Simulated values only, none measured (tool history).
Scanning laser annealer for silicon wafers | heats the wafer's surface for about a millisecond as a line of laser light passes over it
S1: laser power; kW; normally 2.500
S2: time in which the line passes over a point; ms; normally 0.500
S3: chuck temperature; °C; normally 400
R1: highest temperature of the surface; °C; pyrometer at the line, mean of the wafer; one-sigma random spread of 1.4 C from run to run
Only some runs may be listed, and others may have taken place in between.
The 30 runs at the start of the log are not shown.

{"run": 31, "hour": 2194.2, "S1": 2.531, "S2": 0.414, "S3": 387, "R1": 1030}
{"run": 32, "hour": 2274.3, "S1": 2.531, "S2": 0.414, "S3": 387, "R1": 1026}
{"run": 33, "hour": 2320.3, "S1": 2.401, "S2": 0.474, "S3": 386, "R1": 1035}
{"run": 34, "hour": 2359.7, "S1": 2.328, "S2": 0.371, "S3": 368, "R1": 915}
{"run": 35, "hour": 2418.3, "S1": 2.259, "S2": 0.405, "S3": 431, "R1": 982}
{"hour": 2439.2, "done": "window over the wafer cleaned"}
{"run": 36, "hour": 2461.3, "S1": 2.259, "S2": 0.405, "S3": 367, "R1": 930}
{"run": 37, "hour": 2510.2, "S1": 2.653, "S2": 0.401, "S3": 389, "R1": 1064}
{"run": 38, "hour": 2564.3, "S1": 2.5, "S2": 0.5, "S3": 416, "R1": 1123}
{"run": 39, "hour": 2652.5, "S1": 2.391, "S2": 0.355, "S3": 430, "R1": 986}
{"run": 40, "hour": 2724.5, "S1": 2.391, "S2": 0.355, "S3": 430, "R1": 983}

3 ways to go on from here, each from the tool as it stands after run 40. What would each give?
{"run": "A", "hour": 2778.7, "S1": 2.5, "S2": 0.5, "S3": 426, "R1": "?"}
{"run": "B", "hour": 2778.7, "S1": 2.423, "S2": 0.388, "S3": 430, "R1": "?"}
{"run": "C", "hour": 2778.7, "S1": 2.391, "S2": 0.355, "S3": 391, "R1": "?"}

run=A R1=1128
run=B R1=1023
run=C R1=947
With the hidden condition removed and each run's random variation left untouched, the same runs would have given:
run=A R1=1139
run=B R1=1032
run=C R1=956
